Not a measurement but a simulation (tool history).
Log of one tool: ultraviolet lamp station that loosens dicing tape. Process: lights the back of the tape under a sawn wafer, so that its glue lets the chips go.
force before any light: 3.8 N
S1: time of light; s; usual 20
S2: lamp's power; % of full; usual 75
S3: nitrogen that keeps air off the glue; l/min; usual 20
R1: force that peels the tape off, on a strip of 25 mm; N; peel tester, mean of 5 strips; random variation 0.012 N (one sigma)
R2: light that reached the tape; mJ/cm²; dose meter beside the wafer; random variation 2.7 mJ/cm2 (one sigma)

run   hour  S1  S2  S3     R1   R2
  1    0.0  20  75  20  0.561  367
  2    6.0  20  75  20  0.568  364
  3   16.5  20  75  20  0.602  367
  4   26.5  20  85  20  0.474  413
  5   33.3  20  85  11  0.675  417
  6   47.0  20  75  20  0.565  365
  7   56.1  20  75  20  0.582  368
  8   66.3  20  75  20  0.555  366
  9   78.3  20  75  20  0.567  364
 10   85.4  20  75  20  0.570  362
 11   92.4  20  75  37  0.419  360
 12  105.9  20  62  20  0.784  299
 13  113.1  20  62  14  0.876  303
 14  126.4  20  75   8  0.925  361
 15  136.9  20  75   8  0.954  369
 16  150.3  20  75   8  0.949  367
 17  161.0  20  75   8  0.930  368
 18  173.4  18  76  28  0.566  335
 19  187.1  38  95  12  0.194  878
 20  193.5  38  95  12  0.202  882
 21  201.3  38  95  12  0.194  879
 22  215.1  22  75  33  0.366  400
 23  224.0  22  75  33  0.376  404
 24  235.6  10  68  26  1.371  160
 25  242.0  10  68  26  1.409  165
 26  255.7  16  85   8  1.062  327
 27  267.0  16  85   8  1.049  333
 28  280.5  15  93  20  0.640  336
 29  293.3  15  61  17  1.178  219
 30  300.2  15  61  17  1.202  223
 31  308.0  10  75  16  1.498  181
 32  317.6  20  84  20  0.469  409

4 ways to go on from here, each from the tool as it stands after run 32. What would each give?
  A  329.3  26  99  40   ?   ?
  B  329.3  20  68   8   ?   ?
  C  329.3  24  84  20   ?   ?
  D  329.3  13  94  26   ?   ?

run     R1   R2
  A  0.188  625
  B  1.062  331
  C  0.356  487
  D  0.683  294
Without the tool's hidden state the same runs would have given:
run     R1   R2
  A  0.188  625
  B  1.060  331
  C  0.355  488
  D  0.681  294
